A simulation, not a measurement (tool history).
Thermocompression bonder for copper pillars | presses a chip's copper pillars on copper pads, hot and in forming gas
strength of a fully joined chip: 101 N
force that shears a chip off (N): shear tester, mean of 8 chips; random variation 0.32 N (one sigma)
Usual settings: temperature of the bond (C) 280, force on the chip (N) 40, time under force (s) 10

run	hour	temperature of the bond (C)	force on the chip (N)	time under force (s)	force that shears a chip off (N)
1	0.0	280	40	10	40.7
2	51.8	280	40	12	43.4
3	151.5	280	40	10	40.7
# hour 183.5: force cell calibrated
# hour 197.5: forming gas filter changed
4	210.7	280	40	10	40.6
5	258.9	280	40	10	40.9
6	353.0	280	40	10	40.3
# hour 392.4: forming gas filter changed
7	440.1	280	40	10	40.8
8	540.8	280	40	10	40.7
# hour 565.9: heater calibrated with a thermocouple chip
# hour 595.7: forming gas filter changed
9	633.1	280	40	10	40.0
10	719.6	280	40	10	40.3
# hour 796.2: forming gas filter changed
11	807.4	280	40	10	40.3
12	855.3	269	40	10	33.5
13	920.5	280	40	10	40.6
# hour 994.4: forming gas filter changed
14	1016.1	307	34	10	51.4
15	1082.5	307	34	10	50.2
16	1147.4	307	34	10	50.4
# hour 1197.2: forming gas filter changed
17	1207.4	297	40	30	72.4
18	1305.0	261	40	30	44.8
19	1351.8	261	40	30	45.0
# hour 1396.8: forming gas filter changed
20	1407.0	286	47	6	42.8
21	1478.3	280	40	6	32.8
22	1556.2	304	31	14	49.6
# hour 1591.9: forming gas filter changed
23	1606.5	304	31	14	50.3
24	1658.0	304	31	14	50.4
25	1758.7	304	31	14	49.8

Forecast each of these 3 alternatives for the next run:
# hour 1789.1: forming gas filter changed
A	1859.3	262	45	7	?
# hour 1789.1: forming gas filter changed
B	1859.3	280	40	6	?
# hour 1789.1: forming gas filter changed
C	1859.3	305	52	7	?

run	force that shears a chip off (N)
A	29.5
B	33.4
C	64.0
Without the tool's hidden state the same runs would have given:
run	force that shears a chip off (N)
A	29.4
B	33.3
C	64.0

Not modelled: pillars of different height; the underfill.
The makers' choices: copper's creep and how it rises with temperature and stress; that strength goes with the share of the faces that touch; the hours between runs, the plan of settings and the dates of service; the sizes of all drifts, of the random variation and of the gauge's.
